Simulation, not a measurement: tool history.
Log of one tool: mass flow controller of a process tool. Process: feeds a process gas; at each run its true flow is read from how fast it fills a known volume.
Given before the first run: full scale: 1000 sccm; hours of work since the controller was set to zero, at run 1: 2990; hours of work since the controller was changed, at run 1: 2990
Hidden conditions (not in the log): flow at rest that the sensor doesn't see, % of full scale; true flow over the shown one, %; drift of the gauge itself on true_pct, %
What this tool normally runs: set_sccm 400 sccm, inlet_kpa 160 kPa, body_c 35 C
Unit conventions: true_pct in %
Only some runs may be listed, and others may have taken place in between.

run     hour  set_sccm  inlet_kpa  body_c  hours of work since the controller was set to zero  hours of work since the controller was changed  true_pct
  1        0       400        160      35                                                2990                                            2990      99.3
  2    227.9       400        160      35                                                3101                                            3101     99.18
  3    481.8       400        258      35                                                3224                                            3224     98.97
  4    836.1       400        258      35                                                3396                                            3396     98.94
  5   1067.3       400        160      35                                                3508                                            3508     99.14
  6   1372.6       195        160      35                                                3656                                            3656      99.4
  7   1618.6       195        160      35                                                3776                                            3776     99.37
  8   1872.6       400        177      35                                                3899                                            3899     99.12
  9   2053.2       400        177      35                                                3987                                            3987     99.12
 10   2333.8       400        177      35                                                4123                                            4123     99.06
 11   2681.1       400        214      35                                                4291                                            4291     99.03
 12   3038.2       400        160      35                                                4465                                            4465      99.1
 13   3208.7       400        160      35                                                4548                                            4548     99.18
 14   3371.4       400        179      35                                                4626                                            4626     99.09
 15   3584.2       400        179      35                                                4730                                            4730     99.05
 16   3934.1       400        179      35                                                4900                                            4900     99.01
 17   4162.1       400        179      35                                                5010                                            5010     99.14
 18   4325.8       332        160      35                                                5090                                            5090     99.08
 19     4628       332        160      35                                                5236                                            5236     98.99
 20   4780.7       332        160      35                                                5310                                            5310        99
 21   4946.1       332        160      35                                                5391                                            5391     98.95
 22     5310       400        160      35                                                5567                                            5567     98.98
      5337.3  -- controller's zero set anew
 23   5535.3       400        160      35                                                  96                                            5676     99.29
 24   5830.8       400        160      35                                                 239                                            5820     99.29
 25   6024.7       400        160      35                                                 334                                            5914     99.29
 26   6196.5       954        225      35                                                 417                                            5997     99.55
 27   6398.6       954        225      35                                                 515                                            6095     99.44
      6647.9  -- controller's zero set anew, once more
 28   6654.9       295        198      34                                                   3                                            6219     97.68
 29   6858.7       895        254      34                                                 102                                            6318     98.65
 30   7062.9       895        254      34                                                 201                                            6417     98.61
 31   7337.1       229        193      29                                                 334                                            6551     97.19
 32   7638.4       229        142      29                                                 481                                            6697     97.31
 33   7984.3       400        213      35                                                 649                                            6865     97.93
 34   8325.2       364        210      35                                                 814                                            7030     97.72
 35   8594.3       173        160      35                                                 945                                            7161     97.66
 36   8799.6       109        160      24                                                1044                                            7260     96.96
 37   9088.2       400        160      21                                                1184                                            7400     96.79
 38   9268.6       400        160      21                                                1272                                            7488     96.91
 39   9621.7       400        160      21                                                1443                                            7659     96.85
 40   9969.4       400        150      21                                                1612                                            7828     96.83
 41  10137.4       400        150      23                                                1693                                            7910     96.96
 42  10341.2       400        150      23                                                1792                                            8008     96.99
 43  10622.5       379        217      21                                                1929                                            8145     96.59
 44    10889       379        217      21                                                2058                                            8274     96.55
     10980.2  -- controller exchanged for a calibrated one
 45  11083.1       392        270      21                                                  50                                              50     98.41
 46  11400.4       400        174      28                                                 204                                             204     99.28
 47  11663.1       622        205      22                                                 331                                             331     99.22
 48  12003.5       400        166      35                                                 497                                             497     99.76
 49  12182.8       573        235      23                                                 584                                             584     99.11

Each row is a separate what-if for the run after 49, all from the same tool condition, not one after another. Results?
  A  12528.4       400        213      35                                                 751                                             751         ?
  B  12528.4       400        154      28                                                 751                                             751         ?
  C  12528.4       748        261      34                                                 751                                             751         ?

run  true_pct
  A      99.7
  B     99.34
  C    100.12
The same runs, with their run-to-run variation unchanged, on a tool lacking any hidden condition would have given:
run  true_pct
  A      99.6
  B     99.24
  C    100.08
